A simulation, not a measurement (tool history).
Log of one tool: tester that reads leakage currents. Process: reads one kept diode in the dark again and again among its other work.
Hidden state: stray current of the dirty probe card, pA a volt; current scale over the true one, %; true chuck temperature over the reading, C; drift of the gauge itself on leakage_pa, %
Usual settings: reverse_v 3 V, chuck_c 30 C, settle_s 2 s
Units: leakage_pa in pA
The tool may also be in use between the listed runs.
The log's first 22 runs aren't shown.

| run | hour | reverse_v | chuck_c | settle_s | hours of work since the probe card was cleaned | hours of work since the tester was calibrated | hours of work since the chuck was calibrated | leakage_pa |
|---|---|---|---|---|---|---|---|---|
| 23 | 904.8 | 2.33 | 46 | 3.89 | 1324 | 1195 | 1758 | 665.95 |
| 24 | 959.8 | 2.33 | 46 | 3.89 | 1349 | 1220 | 1783 | 673.56 |
| 25 | 1008.7 | 6.01 | 22 | 5.67 | 1371 | 1241 | 1805 | 189.42 |
| 26 | 1037.9 | 6.01 | 22 | 5.67 | 1384 | 1254 | 1818 | 188.66 |
| 27 | 1089.2 | 10.48 | 39 | 2.43 | 1407 | 1277 | 1841 | 732.23 |
| 28 | 1118.6 | 14.85 | 45 | 2 | 1420 | 1290 | 1854 | 1218.75 |
|  | 1155.9 | probe card cleaned and baked |
| 29 | 1164.7 | 14.85 | 50 | 0.47 | 4 | 1310 | 1873 | 1654.61 |
| 30 | 1196.7 | 14.85 | 50 | 0.47 | 18 | 1324 | 1887 | 1651.8 |
| 31 | 1231.2 | 3 | 30 | 2.56 | 34 | 1339 | 1903 | 254.58 |
| 32 | 1257.6 | 8.43 | 57 | 5.34 | 45 | 1351 | 1914 | 2060.97 |
| 33 | 1285.7 | 7.3 | 55 | 1.02 | 58 | 1364 | 1927 | 1757.68 |
|  | 1299.2 | chuck's temperature calibrated |
| 34 | 1322.9 | 7.3 | 55 | 0.42 | 74 | 1379 | 11 | 1538.8 |
| 35 | 1354.9 | 7.3 | 55 | 0.42 | 88 | 1394 | 25 | 1552.62 |
| 36 | 1402.8 | 2.6 | 29 | 2 | 109 | 1415 | 46 | 196.26 |
| 37 | 1448.8 | 3 | 30 | 5.21 | 130 | 1435 | 67 | 220.81 |
| 38 | 1483.7 | 3.05 | 28 | 0.56 | 145 | 1451 | 82 | 194.83 |
| 39 | 1535.1 | 3.05 | 28 | 0.56 | 168 | 1474 | 105 | 194.98 |
| 40 | 1558.3 | 1.24 | 36 | 0.54 | 179 | 1484 | 116 | 246.7 |

3 ways to go on from here, each from the tool as it stands after run 40. What would each give?
| A | 1583.1 | 3.11 | 21 | 1.65 | 190 | 1495 | 127 | ? |
| B | 1583.1 | 3 | 30 | 1.49 | 190 | 1495 | 127 | ? |
| C | 1583.1 | 1.48 | 24 | 1.87 | 190 | 1495 | 127 | ? |

| run | leakage_pa |
|---|---|
| A | 118.13 |
| B | 223.58 |
| C | 113.21 |
Without the tool's hidden state the same runs would have given:
| run | leakage_pa |
|---|---|
| A | 117.15 |
| B | 222.25 |
| C | 112.48 |

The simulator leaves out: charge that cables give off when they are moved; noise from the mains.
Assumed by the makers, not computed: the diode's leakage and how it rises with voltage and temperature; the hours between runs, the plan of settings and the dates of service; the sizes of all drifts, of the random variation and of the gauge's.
